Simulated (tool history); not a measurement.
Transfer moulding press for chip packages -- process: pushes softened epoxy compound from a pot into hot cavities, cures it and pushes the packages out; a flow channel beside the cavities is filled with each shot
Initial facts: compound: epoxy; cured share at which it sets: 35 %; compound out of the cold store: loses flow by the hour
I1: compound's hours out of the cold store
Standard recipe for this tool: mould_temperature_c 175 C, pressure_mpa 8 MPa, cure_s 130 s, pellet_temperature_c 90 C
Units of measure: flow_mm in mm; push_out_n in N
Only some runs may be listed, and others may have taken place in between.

Run 1, hour 0: usual settings; I1 32.8. Result: flow_mm 640 mm, push_out_n 584 N.
Run 2, hour 25.5: usual settings but cure_s 151 s; I1 22.3. Result: flow_mm 686 mm, push_out_n 586 N.
At hour 51.3: cavities cleaned with cleaning compound and waxed.
Run 3, hour 57.4: usual settings but cure_s 151 s; I1 35.1. Result: flow_mm 625 mm, push_out_n 739 N.
Run 4, hour 80.8: usual settings but cure_s 151 s; I1 28.8. Result: flow_mm 646 mm, push_out_n 727 N.
At hour 122.6: cavities cleaned with cleaning compound and waxed.
Run 5, hour 122.6: usual settings but cure_s 143 s; I1 37.4. Result: flow_mm 608 mm, push_out_n 409 N.
Run 6, hour 155.5: usual settings but cure_s 143 s; I1 29. Result: flow_mm 649 mm, push_out_n 555 N.
Run 7, hour 180.9: usual settings but cure_s 143 s; I1 19.2. Result: flow_mm 667 mm, push_out_n 621 N.
At hour 193.7: cavities cleaned with cleaning compound and waxed.
Run 8, hour 206: usual settings but cure_s 113 s; I1 33. Result: flow_mm 615 mm, push_out_n 644 N.
Run 9, hour 246.2: usual settings but pressure_mpa 6.12 MPa; I1 10.2. Result: flow_mm 606 mm, push_out_n 688 N.
At hour 266.2: cavities cleaned with cleaning compound and waxed.
Run 10, hour 276.6: usual settings; I1 41.3. Result: flow_mm 589 mm, push_out_n 513 N.
Run 11, hour 294.5: usual settings; I1 24.5. Result: flow_mm 638 mm, push_out_n 593 N.
At hour 308.3: cavities cleaned with cleaning compound and waxed, once more.
Run 12, hour 334.8: usual settings but pressure_mpa 7.69 MPa; I1 21. Result: flow_mm 635 mm, push_out_n 611 N.
Run 13, hour 364: usual settings but pressure_mpa 7.69 MPa; I1 28.3. Result: flow_mm 619 mm, push_out_n 668 N.
At hour 372.6: mould's thermocouples calibrated.
At hour 381: cavities cleaned with cleaning compound and waxed.
Run 14, hour 399.7: usual settings but pressure_mpa 7.69 MPa; I1 28.5. Result: flow_mm 607 mm, push_out_n 573 N.
Run 15, hour 436.9: usual settings but pressure_mpa 8.37 MPa; I1 8.5. Result: flow_mm 697 mm, push_out_n 694 N.
At hour 451.6: cavities cleaned with cleaning compound and waxed.
Run 16, hour 482.1: usual settings but mould_temperature_c 167 C, pressure_mpa 7.09 MPa, pellet_temperature_c 95 C; I1 11.6. Result: flow_mm 659 mm, push_out_n 1072 N.
At hour 506.3: plunger's sealing rings changed.
Run 17, hour 506.3: usual settings but pressure_mpa 8.53 MPa, pellet_temperature_c 91 C; I1 16.7. Result: flow_mm 727 mm, push_out_n 663 N.
At hour 525.1: cavities cleaned with cleaning compound and waxed.
Run 18, hour 536: usual settings but pressure_mpa 8.53 MPa, pellet_temperature_c 91 C; I1 24.7. Result: flow_mm 705 mm, push_out_n 522 N.
Run 19, hour 579: usual settings but mould_temperature_c 182 C, pellet_temperature_c 84 C; I1 33.9. Result: flow_mm 638 mm, push_out_n 602 N.
At hour 596: cavities cleaned with cleaning compound and waxed.
Run 20, hour 622.2: usual settings but mould_temperature_c 182 C, pellet_temperature_c 84 C; I1 28.9. Result: flow_mm 633 mm, push_out_n 512 N.
Run 21, hour 652.7: usual settings but mould_temperature_c 182 C, cure_s 167 s, pellet_temperature_c 84 C; I1 8.5. Result: flow_mm 703 mm, push_out_n 581 N.
At hour 668: cavities cleaned with cleaning compound and waxed.
Run 22, hour 679.7: usual settings but mould_temperature_c 178 C; I1 47.9. Result: flow_mm 579 mm, push_out_n 466 N.
Run 23, hour 705.5: usual settings but mould_temperature_c 178 C; I1 35.2. Result: flow_mm 622 mm, push_out_n 569 N.
At hour 740.2: cavities cleaned with cleaning compound and waxed.
Run 24, hour 750.9: usual settings but mould_temperature_c 178 C, cure_s 125 s, pellet_temperature_c 95 C; I1 9.2. Result: flow_mm 712 mm, push_out_n 520 N.
Run 25, hour 775.9: usual settings but mould_temperature_c 168 C, cure_s 127 s, pellet_temperature_c 95 C; I1 39.7. Result: flow_mm 627 mm, push_out_n 934 N.

Each row is a separate what-if for the run after 25, all from the same tool condition, not one after another. Results?
At hour 812.6: cavities cleaned with cleaning compound and waxed.
Run A, hour 815: usual settings but mould_temperature_c 181 C, cure_s 127 s, pellet_temperature_c 95 C; I1 22.6. Result: flow_mm ?, push_out_n ?.
At hour 812.6: cavities cleaned with cleaning compound and waxed.
Run B, hour 815: usual settings but mould_temperature_c 176 C, pressure_mpa 7.67 MPa; I1 22.9. Result: flow_mm ?, push_out_n ?.
At hour 812.6: cavities cleaned with cleaning compound and waxed.
Run C, hour 815: usual settings but cure_s 136 s, pellet_temperature_c 100 C; I1 33.3. Result: flow_mm ?, push_out_n ?.

run  flow_mm  push_out_n
  A      641         416
  B      640         440
  C      621         454
Stripped of hidden state, with their random variation kept, the same runs would have yielded:
run  flow_mm  push_out_n
  A      669         399
  B      668         420
  C      648         435

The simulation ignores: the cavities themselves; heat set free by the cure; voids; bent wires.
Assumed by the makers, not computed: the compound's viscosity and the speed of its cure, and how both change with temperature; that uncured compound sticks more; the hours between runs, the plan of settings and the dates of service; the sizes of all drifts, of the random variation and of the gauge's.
